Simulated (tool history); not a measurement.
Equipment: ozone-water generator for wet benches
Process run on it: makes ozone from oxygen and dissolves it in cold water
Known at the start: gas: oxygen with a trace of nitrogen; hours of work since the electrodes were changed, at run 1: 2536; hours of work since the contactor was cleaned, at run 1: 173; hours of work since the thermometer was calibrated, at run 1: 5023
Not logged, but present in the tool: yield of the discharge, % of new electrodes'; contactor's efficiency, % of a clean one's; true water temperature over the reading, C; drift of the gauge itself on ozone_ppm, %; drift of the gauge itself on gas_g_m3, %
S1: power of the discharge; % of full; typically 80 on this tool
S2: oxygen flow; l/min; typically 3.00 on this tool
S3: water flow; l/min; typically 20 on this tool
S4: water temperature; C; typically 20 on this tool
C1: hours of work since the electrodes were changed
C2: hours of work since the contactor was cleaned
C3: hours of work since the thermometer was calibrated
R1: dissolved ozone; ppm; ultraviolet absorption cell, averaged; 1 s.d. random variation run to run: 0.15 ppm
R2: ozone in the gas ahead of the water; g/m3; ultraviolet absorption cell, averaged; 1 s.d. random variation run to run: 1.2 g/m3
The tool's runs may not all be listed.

run    hour  S1    S2  S3  S4    C1    C2    C3    R1     R2
  1     0.0  80  3.00  20  20  2536   173  5023  16.9  216.6
  2   164.9  80  3.00  20  20  2646   283  5133  16.5  217.2
  3   291.2  80  3.00  20  20  2730   367  5217  16.7  214.2
  4   459.8  80  2.80  20  20  2842   480  5330  16.2  222.0
  5   539.7  80  2.80  20  20  2895   533  5383  16.4  221.9
  6   687.0  80  2.80  20  20  2994   631  5481  16.1  220.7
  7   797.4  80  2.80  20  20  3067   705  5555  16.2  220.0
  8   904.4  78  3.50  14  20  3139   776  5626  22.9  199.3
  9   991.3  91  2.29  29  20  3197   834  5684  10.6  254.2
 10  1099.9  91  2.29  29  20  3269   907  5756  10.7  258.4
     1207.6  -- water thermometer calibrated
 11  1225.7  91  2.29  14  17  3352   990    12  23.8  256.7
 12  1368.9  91  2.29  14  17  3448  1086   108  24.0  256.6
 13  1538.9  80  5.13  15  19  3561  1199   221  23.2  169.5

4 options for the next run, each taken on its own from the tool as it stands now. Forecast them:
  A  1643.1  66  5.13  13  25  3631  1268  290   ?   ?
  B  1643.1  62  3.00  20  27  3631  1268  290   ?   ?
  C  1643.1  68  5.13  15  19  3631  1268  290   ?   ?
  D  1643.1  90  5.19  30  20  3631  1268  290   ?   ?

run    R1     R2
  A  20.1  153.1
  B  13.1  183.8
  C  20.7  154.1
  D  12.7  179.4
With no hidden state in the tool, these same runs would have given:
run    R1     R2
  A  21.7  162.5
  B  14.2  194.7
  C  22.5  163.8
  D  14.0  192.8
